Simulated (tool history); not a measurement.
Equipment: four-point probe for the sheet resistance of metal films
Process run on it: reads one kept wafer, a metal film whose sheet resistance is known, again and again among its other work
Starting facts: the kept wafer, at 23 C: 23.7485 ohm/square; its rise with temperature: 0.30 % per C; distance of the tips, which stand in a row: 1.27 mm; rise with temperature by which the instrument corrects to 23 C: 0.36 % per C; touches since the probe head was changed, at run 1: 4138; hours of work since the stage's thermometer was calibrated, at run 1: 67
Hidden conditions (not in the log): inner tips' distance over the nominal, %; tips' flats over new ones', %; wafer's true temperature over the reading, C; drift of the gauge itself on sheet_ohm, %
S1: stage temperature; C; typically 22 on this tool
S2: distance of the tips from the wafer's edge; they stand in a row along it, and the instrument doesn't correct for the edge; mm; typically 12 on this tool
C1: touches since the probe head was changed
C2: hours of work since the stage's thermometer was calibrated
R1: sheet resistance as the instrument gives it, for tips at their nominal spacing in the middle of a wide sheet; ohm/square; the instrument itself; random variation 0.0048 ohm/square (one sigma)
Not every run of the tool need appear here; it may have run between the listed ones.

run,day,S1,S2,C1,C2,R1
1,0.000,22,12,4138,67,23.963101
2,0.512,22,12,4484,75,23.961695
3,1.188,22,12,4940,85,23.972127
4,2.229,22,12,5643,102,23.967552
5,2.846,22,12,6060,111,23.977817
6,3.517,20,12,6513,121,24.000905
7,4.392,20,12,7102,135,24.005541
8,5.167,20,12,7626,147,24.010886
9,6.121,22,16,8269,162,23.911242
10,6.838,22,12,8754,173,23.981819
11,7.746,22,51,9367,187,23.845592
12,8.458,22,27,9848,198,23.875475
13,9.521,22,27,10566,214,23.868533
14,10.538,22,27,11251,230,23.872989
15,11.658,27,12,12007,247,23.922143
16,12.212,27,12,12381,256,23.926287
17,12.942,19,12,12873,267,24.031646
18,13.958,22,12,13561,283,23.991595
19,15.062,22,12,14306,300,23.991994
20,16.038,22,32,14964,315,23.873279
21,16.700,22,32,15412,325,23.864869
# day 16.808: stage's thermometer calibrated
22,17.283,22,12,15791,7,23.994034
23,17.738,18,12,16099,14,24.052629
24,18.492,22,50,16606,26,23.863796
25,19.571,22,50,17336,43,23.871953
26,20.512,20,15,17970,57,23.983057
# day 21.271: stage's thermometer calibrated, once more
27,21.558,20,15,18662,4,23.969561
28,22.567,31,3,19344,20,25.805670
29,23.100,27,26,19705,28,23.823684
30,23.962,27,26,20286,42,23.819367
31,24.521,27,26,20663,50,23.822578
32,25.533,27,26,21346,66,23.820557

Predict the results of run 33:
33,26.196,23,4,21794,76,?

For run 33 the tool returned R1 25.072337 ohm/square.
Were there no unlogged condition in the tool, this run, its random variation unchanged, would have produced R1 24.967333 ohm/square.

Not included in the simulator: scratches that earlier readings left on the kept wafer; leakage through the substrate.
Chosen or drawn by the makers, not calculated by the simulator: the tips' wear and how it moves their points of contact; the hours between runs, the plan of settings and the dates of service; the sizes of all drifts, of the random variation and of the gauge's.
